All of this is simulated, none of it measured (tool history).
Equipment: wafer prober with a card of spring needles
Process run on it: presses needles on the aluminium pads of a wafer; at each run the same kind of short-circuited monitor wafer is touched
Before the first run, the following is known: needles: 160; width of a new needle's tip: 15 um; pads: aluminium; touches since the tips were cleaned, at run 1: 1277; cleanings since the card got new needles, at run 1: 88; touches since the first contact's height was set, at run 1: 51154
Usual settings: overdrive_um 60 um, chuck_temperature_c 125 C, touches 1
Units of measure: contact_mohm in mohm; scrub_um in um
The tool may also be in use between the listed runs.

| run | hour | overdrive_um | chuck_temperature_c | touches | touches since the tips were cleaned | cleanings since the card got new needles | touches since the first contact's height was set | contact_mohm | scrub_um |
|---|---|---|---|---|---|---|---|---|---|
| 1 | 0 | 60 | 125 | 1 | 1277 | 88 | 51154 | 262 | 11.04 |
|  | 4.4 | tips cleaned on abrasive film |
|  | 10.3 | tips cleaned on abrasive film |
| 2 | 11.4 | 60 | 125 | 1 | 706 | 90 | 58201 | 262 | 10.97 |
|  | 17.1 | tips cleaned on abrasive film |
|  | 22.9 | tips cleaned on abrasive film |
| 3 | 23.8 | 60 | 125 | 1 | 511 | 92 | 65818 | 261 | 10.88 |
|  | 29.4 | tips cleaned on abrasive film |
|  | 36.1 | tips cleaned on abrasive film |
| 4 | 38.5 | 60 | 125 | 1 | 1498 | 94 | 74960 | 267 | 10.85 |
|  | 42.8 | tips cleaned on abrasive film |
|  | 43.1 | height of the first contact set anew |
| 5 | 46.8 | 60 | 125 | 1 | 2354 | 95 | 2354 | 266 | 11.15 |
|  | 50.1 | tips cleaned on abrasive film |
|  | 56.8 | tips cleaned on abrasive film |
| 6 | 61.5 | 60 | 125 | 2 | 2935 | 97 | 11415 | 269 | 11.08 |
|  | 63.9 | tips cleaned on abrasive film |
|  | 70.5 | tips cleaned on abrasive film |
| 7 | 74.5 | 60 | 125 | 2 | 2535 | 99 | 19475 | 264 | 11.11 |
|  | 77.4 | tips cleaned on abrasive film |
|  | 83.6 | tips cleaned on abrasive film |
| 8 | 88.1 | 60 | 125 | 2 | 2864 | 101 | 27908 | 266 | 11.09 |
|  | 89.5 | tips cleaned on abrasive film |
|  | 96.3 | tips cleaned on abrasive film |
|  | 102.4 | tips cleaned on abrasive film |
| 9 | 106.4 | 60 | 125 | 2 | 2512 | 104 | 39187 | 265 | 10.93 |
|  | 109.3 | tips cleaned on abrasive film |
|  | 115.2 | tips cleaned on abrasive film |
|  | 122.1 | tips cleaned on abrasive film |
| 10 | 125.3 | 60 | 125 | 2 | 2013 | 107 | 50858 | 262 | 10.94 |
|  | 128.9 | tips cleaned on abrasive film |
|  | 135.9 | tips cleaned on abrasive film |
|  | 141.8 | tips cleaned on abrasive film |
| 11 | 143.7 | 66 | 125 | 2 | 1149 | 110 | 62206 | 265 | 12.02 |
|  | 148 | tips cleaned on abrasive film |
|  | 154.7 | tips cleaned on abrasive film |
| 12 | 157.5 | 66 | 125 | 2 | 1773 | 112 | 70794 | 261 | 11.95 |
|  | 161.4 | tips cleaned on abrasive film |
|  | 167.2 | tips cleaned on abrasive film |
|  | 168.7 | height of the first contact set anew |
|  | 174.1 | tips cleaned on abrasive film |
| 13 | 176.7 | 66 | 125 | 2 | 1630 | 115 | 4998 | 262 | 12.28 |
|  | 180.6 | tips cleaned on abrasive film |
|  | 186.9 | tips cleaned on abrasive film |
|  | 193.3 | tips cleaned on abrasive film |
| 14 | 195.3 | 60 | 125 | 1 | 1225 | 118 | 16449 | 269 | 11.01 |
|  | 199.1 | tips cleaned on abrasive film |
|  | 205.4 | tips cleaned on abrasive film |
| 15 | 205.7 | 62 | 125 | 1 | 187 | 120 | 22849 | 257 | 11.38 |
|  | 211.7 | tips cleaned on abrasive film |
|  | 217.8 | tips cleaned on abrasive film |
| 16 | 222.3 | 73 | 43 | 2 | 2797 | 122 | 33143 | 240 | 13.39 |
|  | 223.8 | tips cleaned on abrasive film |
|  | 229.9 | tips cleaned on abrasive film |
| 17 | 235.5 | 73 | 43 | 2 | 3531 | 124 | 41329 | 243 | 13.37 |
|  | 237 | tips cleaned on abrasive film |
|  | 243.1 | tips cleaned on abrasive film |
| 18 | 246.6 | 43 | 69 | 3 | 2214 | 126 | 48199 | 257 | 7.75 |
|  | 249.1 | tips cleaned on abrasive film |
|  | 254.9 | tips cleaned on abrasive film |
| 19 | 257.4 | 54 | 29 | 1 | 1566 | 128 | 54850 | 246 | 9.77 |
|  | 261.6 | tips cleaned on abrasive film |
|  | 268.2 | tips cleaned on abrasive film |
| 20 | 272.1 | 54 | 78 | 2 | 2460 | 130 | 63917 | 254 | 9.76 |
|  | 274.4 | tips cleaned on abrasive film |
|  | 280.3 | tips cleaned on abrasive film |
|  | 286.4 | tips cleaned on abrasive film |
| 21 | 288.2 | 49 | 53 | 1 | 1093 | 133 | 73841 | 252 | 8.75 |
|  | 293 | tips cleaned on abrasive film |
|  | 294.7 | height of the first contact set anew |
|  | 299.4 | tips cleaned on abrasive film |
|  | 306.2 | tips cleaned on abrasive film |
| 22 | 307.7 | 60 | 74 | 2 | 956 | 136 | 8042 | 253 | 11.09 |
|  | 312.5 | tips cleaned on abrasive film |
|  | 318.6 | tips cleaned on abrasive film |
| 23 | 321.3 | 68 | 28 | 1 | 1692 | 138 | 16430 | 239 | 12.66 |
|  | 325 | tips cleaned on abrasive film |
|  | 331.2 | tips cleaned on abrasive film |
| 24 | 331.2 | 55 | 28 | 1 | 0 | 140 | 22521 | 236 | 10.1 |
|  | 337.5 | tips cleaned on abrasive film |
|  | 343.6 | tips cleaned on abrasive film |
| 25 | 343.6 | 55 | 28 | 1 | 0 | 142 | 30188 | 238 | 9.98 |
|  | 350.1 | tips cleaned on abrasive film |
|  | 356 | tips cleaned on abrasive film |
| 26 | 361.3 | 56 | 125 | 1 | 3295 | 144 | 41176 | 272 | 10.27 |
|  | 362.5 | tips cleaned on abrasive film |
|  | 369.3 | tips cleaned on abrasive film |
|  | 376.2 | tips cleaned on abrasive film |
| 27 | 377 | 42 | 125 | 2 | 509 | 147 | 50866 | 271 | 7.59 |
|  | 383.4 | tips cleaned on abrasive film |
|  | 389.6 | tips cleaned on abrasive film |
| 28 | 390.3 | 42 | 125 | 2 | 423 | 149 | 59085 | 268 | 7.51 |
|  | 396.4 | tips cleaned on abrasive film |
| 29 | 400.4 | 52 | 59 | 1 | 2491 | 150 | 65344 | 259 | 9.41 |

Forecast each of these 4 alternatives for the next run:
|  | 403.5 | tips cleaned on abrasive film |
|  | 410.1 | tips cleaned on abrasive film |
| A | 411.6 | 48 | 59 | 3 | 937 | 152 | 72297 | ? | ? |
|  | 403.5 | tips cleaned on abrasive film |
|  | 410.1 | tips cleaned on abrasive film |
| B | 411.6 | 56 | 111 | 2 | 937 | 152 | 72297 | ? | ? |
|  | 403.5 | tips cleaned on abrasive film |
|  | 410.1 | tips cleaned on abrasive film |
| C | 411.6 | 63 | 29 | 1 | 937 | 152 | 72297 | ? | ? |
|  | 403.5 | tips cleaned on abrasive film |
|  | 410.1 | tips cleaned on abrasive film |
| D | 411.6 | 52 | 77 | 1 | 937 | 152 | 72297 | ? | ? |

| run | contact_mohm | scrub_um |
|---|---|---|
| A | 249 | 8.63 |
| B | 265 | 10.13 |
| C | 239 | 11.36 |
| D | 261 | 9.35 |
What these runs would have given with no unlogged condition in the tool:
| run | contact_mohm | scrub_um |
|---|---|---|
| A | 243 | 8.92 |
| B | 259 | 10.43 |
| C | 232 | 11.66 |
| D | 252 | 9.65 |

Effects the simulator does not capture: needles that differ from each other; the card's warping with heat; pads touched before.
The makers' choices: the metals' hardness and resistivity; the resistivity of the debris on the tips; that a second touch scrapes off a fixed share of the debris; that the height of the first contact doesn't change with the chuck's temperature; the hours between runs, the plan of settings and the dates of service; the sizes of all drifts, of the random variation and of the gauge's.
